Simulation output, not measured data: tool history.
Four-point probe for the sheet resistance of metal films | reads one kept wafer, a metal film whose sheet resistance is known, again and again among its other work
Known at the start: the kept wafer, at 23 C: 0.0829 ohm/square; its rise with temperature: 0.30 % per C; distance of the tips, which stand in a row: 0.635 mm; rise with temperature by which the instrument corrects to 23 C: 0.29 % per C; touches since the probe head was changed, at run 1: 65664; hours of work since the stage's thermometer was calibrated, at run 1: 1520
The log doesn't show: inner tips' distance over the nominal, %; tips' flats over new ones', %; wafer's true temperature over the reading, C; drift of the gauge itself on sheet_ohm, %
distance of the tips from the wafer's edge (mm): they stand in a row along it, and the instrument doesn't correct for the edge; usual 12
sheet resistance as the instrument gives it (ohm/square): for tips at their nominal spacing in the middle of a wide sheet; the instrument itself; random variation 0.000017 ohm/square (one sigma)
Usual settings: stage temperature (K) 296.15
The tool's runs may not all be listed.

run,day,stage temperature (K),distance of the tips from the wafer's edge (mm),touches since the probe head was changed,hours of work since the stage's thermometer was calibrated,sheet resistance as the instrument gives it (ohm/square)
1,0.000,296.15,12,65664,1520,0.083024
2,1.938,296.15,12,67743,1546,0.083003
3,4.175,296.15,12,70145,1577,0.083020
4,5.875,304.15,12,71970,1600,0.083097
5,7.317,304.15,12,73514,1620,0.083097
6,9.883,304.15,12,76269,1655,0.083080
7,11.446,296.15,14,77947,1676,0.082939
8,13.225,296.15,14,79857,1701,0.082999
9,15.888,308.15,12,82712,1737,0.083143
10,18.688,308.15,12,85716,1775,0.083145
11,20.492,296.15,12,87652,1800,0.083030
12,21.725,296.15,12,88976,1817,0.083087
13,22.900,296.15,12,90236,1833,0.083030
14,24.508,296.15,12,91965,1855,0.083004
15,26.712,296.15,12,94329,1885,0.083002
16,28.783,296.15,12,96550,1913,0.083031
17,31.208,293.15,12,99155,1947,0.082990
18,33.033,293.15,12,101112,1971,0.082983
19,35.417,293.15,12,103671,2004,0.082974
20,37.200,296.15,18,105582,2028,0.082990
21,38.350,296.15,30,106817,2044,0.082928
22,40.475,296.15,30,109099,2073,0.082928
23,42.758,296.15,4,111549,2104,0.084021
24,44.575,292.15,18,113497,2129,0.082917
25,45.975,300.15,3,115001,2148,0.084892
26,48.438,297.15,3,117643,2182,0.084836
27,50.738,302.15,30,120112,2214,0.083000
28,53.379,302.15,30,122945,2250,0.082965
29,55.879,306.15,6,125628,2284,0.083448
30,57.650,302.15,19,127530,2308,0.083001
31,60.221,295.15,27,130288,2343,0.082905
32,62.758,304.15,22,133010,2378,0.082995
# day 63.008: stage's thermometer calibrated
33,64.583,304.15,22,134944,22,0.083022
34,66.542,294.15,18,137048,48,0.082953
35,68.746,305.15,52,139413,78,0.082957
36,70.771,294.15,68,141585,106,0.082878
37,72.929,294.15,31,143901,136,0.082920
38,74.500,299.15,12,145589,157,0.083070
39,75.904,299.15,12,147093,176,0.083029
40,78.279,299.15,12,149643,209,0.083054
41,81.079,292.15,38,152647,247,0.082830
42,83.496,303.15,7,155241,280,0.083334
43,85.162,303.15,7,157029,303,0.083338
44,87.338,303.15,7,159366,333,0.083315
45,89.883,303.15,7,162094,367,0.083301

Forecast each of these 3 alternatives for the next run:
A,91.983,292.15,43,164348,396,?
B,91.983,296.15,23,164348,396,?
C,91.983,295.15,52,164348,396,?

run,sheet resistance as the instrument gives it (ohm/square)
A,0.082851
B,0.082933
C,0.082892
Without the tool's hidden state the same runs would have given:
run,sheet resistance as the instrument gives it (ohm/square)
A,0.082863
B,0.082945
C,0.082905
